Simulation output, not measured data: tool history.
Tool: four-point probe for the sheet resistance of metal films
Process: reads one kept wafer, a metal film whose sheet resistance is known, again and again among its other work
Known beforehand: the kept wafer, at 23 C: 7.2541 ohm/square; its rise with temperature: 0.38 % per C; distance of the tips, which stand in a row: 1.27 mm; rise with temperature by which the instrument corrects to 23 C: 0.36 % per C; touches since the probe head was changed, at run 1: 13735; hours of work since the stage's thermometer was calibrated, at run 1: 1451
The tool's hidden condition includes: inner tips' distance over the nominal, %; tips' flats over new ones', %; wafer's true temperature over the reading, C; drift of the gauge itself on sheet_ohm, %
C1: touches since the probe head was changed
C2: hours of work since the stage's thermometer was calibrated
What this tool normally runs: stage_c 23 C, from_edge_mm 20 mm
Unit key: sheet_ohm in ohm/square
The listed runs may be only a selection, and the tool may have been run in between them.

run 1 hour=0.0 | stage_c=23 from_edge_mm=20 | C1=13735 C2=1451 | sheet_ohm=7.247161
run 2 hour=12.5 | stage_c=23 from_edge_mm=20 | C1=14013 C2=1460 | sheet_ohm=7.246269
run 3 hour=22.2 | stage_c=23 from_edge_mm=20 | C1=14230 C2=1466 | sheet_ohm=7.247298
run 4 hour=34.9 | stage_c=23 from_edge_mm=20 | C1=14511 C2=1475 | sheet_ohm=7.243736
run 5 hour=42.7 | stage_c=23 from_edge_mm=20 | C1=14686 C2=1480 | sheet_ohm=7.246039
run 6 hour=49.8 | stage_c=23 from_edge_mm=20 | C1=14845 C2=1485 | sheet_ohm=7.246133
run 7 hour=57.3 | stage_c=23 from_edge_mm=20 | C1=15010 C2=1490 | sheet_ohm=7.246141
run 8 hour=67.0 | stage_c=27 from_edge_mm=20 | C1=15227 C2=1497 | sheet_ohm=7.252117
run 9 hour=74.3 | stage_c=21 from_edge_mm=7 | C1=15390 C2=1502 | sheet_ohm=7.353058
run 10 hour=86.9 | stage_c=21 from_edge_mm=7 | C1=15671 C2=1510 | sheet_ohm=7.350816
run 11 hour=95.5 | stage_c=29 from_edge_mm=38 | C1=15863 C2=1516 | sheet_ohm=7.241761
run 12 hour=103.3 | stage_c=29 from_edge_mm=38 | C1=16036 C2=1521 | sheet_ohm=7.244768
run 13 hour=110.3 | stage_c=29 from_edge_mm=38 | C1=16191 C2=1526 | sheet_ohm=7.244606
run 14 hour=121.9 | stage_c=26 from_edge_mm=5 | C1=16449 C2=1534 | sheet_ohm=7.476575
run 15 hour=132.5 | stage_c=26 from_edge_mm=5 | C1=16687 C2=1541 | sheet_ohm=7.478931

Here are 5 independent what-if runs from the current tool condition. What would each one return?
run A hour=139.6 | stage_c=23 from_edge_mm=4 | C1=16845 C2=1546 | sheet_ohm=?
run B hour=139.6 | stage_c=24 from_edge_mm=10 | C1=16845 C2=1546 | sheet_ohm=?
run C hour=139.6 | stage_c=22 from_edge_mm=16 | C1=16845 C2=1546 | sheet_ohm=?
run D hour=139.6 | stage_c=28 from_edge_mm=53 | C1=16845 C2=1546 | sheet_ohm=?
run E hour=139.6 | stage_c=26 from_edge_mm=20 | C1=16845 C2=1546 | sheet_ohm=?

run=A sheet_ohm=7.601230
run=B sheet_ohm=7.293464
run=C sheet_ohm=7.254130
run=D sheet_ohm=7.239363
run=E sheet_ohm=7.250540
Had the tool no hidden state, the same runs would have come out as:
run=A sheet_ohm=7.627072
run=B sheet_ohm=7.318282
run=C sheet_ohm=7.278889
run=D sheet_ohm=7.263876
run=E sheet_ohm=7.275154
